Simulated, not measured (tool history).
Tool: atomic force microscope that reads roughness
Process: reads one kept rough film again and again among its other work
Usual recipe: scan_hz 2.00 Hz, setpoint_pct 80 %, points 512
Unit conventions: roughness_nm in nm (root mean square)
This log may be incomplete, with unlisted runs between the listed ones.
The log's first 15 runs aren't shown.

run   hour  scan_hz  setpoint_pct  points  roughness_nm
 16  148.5     2.00            83     512         5.031
 17  155.3     0.75            83     486         5.215
 18  166.2     0.88            83     972         5.185
 19  175.6     2.00            80     456         5.003
 20  185.3     2.00            80     456         5.044
 21  196.3     2.00            80     456         5.003
 22  207.8     0.63            88     345         5.209
 23  213.2     1.19            86     383         5.089
 24  223.3     0.82            80     512         5.267
 25  228.5     2.00            60     389         5.262
 26  234.9     1.17            80     465         5.199
     239.7  -- new tip fitted
 27  243.5     3.66            67     438         5.107
 28  255.4     3.66            67     438         5.111
 29  265.3     3.66            84     562         4.689
 30  271.4     0.52            56     609         5.423

Each row is a separate what-if for the run after 30, all from the same tool condition, not one after another. Results?
  A  280.6     2.75            65     348             ?
  B  280.6     2.80            67     512             ?
  C  280.6     2.00            80     408             ?
  D  280.6     3.82            83     609             ?

run  roughness_nm
  A         5.187
  B         5.161
  C         5.014
  D         4.684
Take away the tool's hidden state, keep each run's random variation, and the runs would have read:
run  roughness_nm
  A         5.193
  B         5.167
  C         5.019
  D         4.689
